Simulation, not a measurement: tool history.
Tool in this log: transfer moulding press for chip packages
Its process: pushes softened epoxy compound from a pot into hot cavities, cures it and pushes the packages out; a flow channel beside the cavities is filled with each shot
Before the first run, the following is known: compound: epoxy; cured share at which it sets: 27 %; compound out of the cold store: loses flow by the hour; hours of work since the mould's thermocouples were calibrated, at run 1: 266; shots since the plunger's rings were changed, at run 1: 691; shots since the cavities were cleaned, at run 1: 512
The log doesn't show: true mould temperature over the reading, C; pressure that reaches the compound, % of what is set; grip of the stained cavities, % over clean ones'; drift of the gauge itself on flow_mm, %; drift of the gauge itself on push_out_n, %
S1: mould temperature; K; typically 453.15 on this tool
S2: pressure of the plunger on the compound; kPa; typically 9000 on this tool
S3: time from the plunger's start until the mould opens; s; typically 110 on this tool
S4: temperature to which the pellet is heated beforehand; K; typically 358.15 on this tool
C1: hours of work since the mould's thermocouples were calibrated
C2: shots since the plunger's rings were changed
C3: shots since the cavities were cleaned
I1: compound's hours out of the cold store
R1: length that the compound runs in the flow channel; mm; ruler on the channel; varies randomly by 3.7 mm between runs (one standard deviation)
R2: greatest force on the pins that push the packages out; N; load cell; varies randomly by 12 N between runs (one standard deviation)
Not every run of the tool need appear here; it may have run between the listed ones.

run    day      S1    S2   S3      S4   C1    C2   C3    I1   R1   R2
  1  0.000  453.15  9000  110  358.15  266   691  512  20.1  507  583
     0.762  -- cavities cleaned with cleaning compound and waxed
  2  0.762  453.15  9000  110  358.15  278   907    0  31.9  488  549
  3  1.271  453.15  9000  110  358.15  287  1065  158  14.4  518  597
  4  1.775  453.15  9000  110  358.15  296  1221  314  17.4  505  580
  5  2.562  453.15  9000  110  358.15  309  1464  557  45.7  465  541
     3.138  -- cavities cleaned with cleaning compound and waxed
  6  3.171  460.15  9000  110  358.15  319  1633   10  39.1  473  439

Run 7 has not been measured yet. What should we expect?
  7  3.729  460.15  9000  110  358.15  328  1806  183  12.4   ?   ?

R1: 498 mm
R2: 419 N
Had the tool carried no hidden state, the very same run would have given R1 498 mm, R2 415 N.

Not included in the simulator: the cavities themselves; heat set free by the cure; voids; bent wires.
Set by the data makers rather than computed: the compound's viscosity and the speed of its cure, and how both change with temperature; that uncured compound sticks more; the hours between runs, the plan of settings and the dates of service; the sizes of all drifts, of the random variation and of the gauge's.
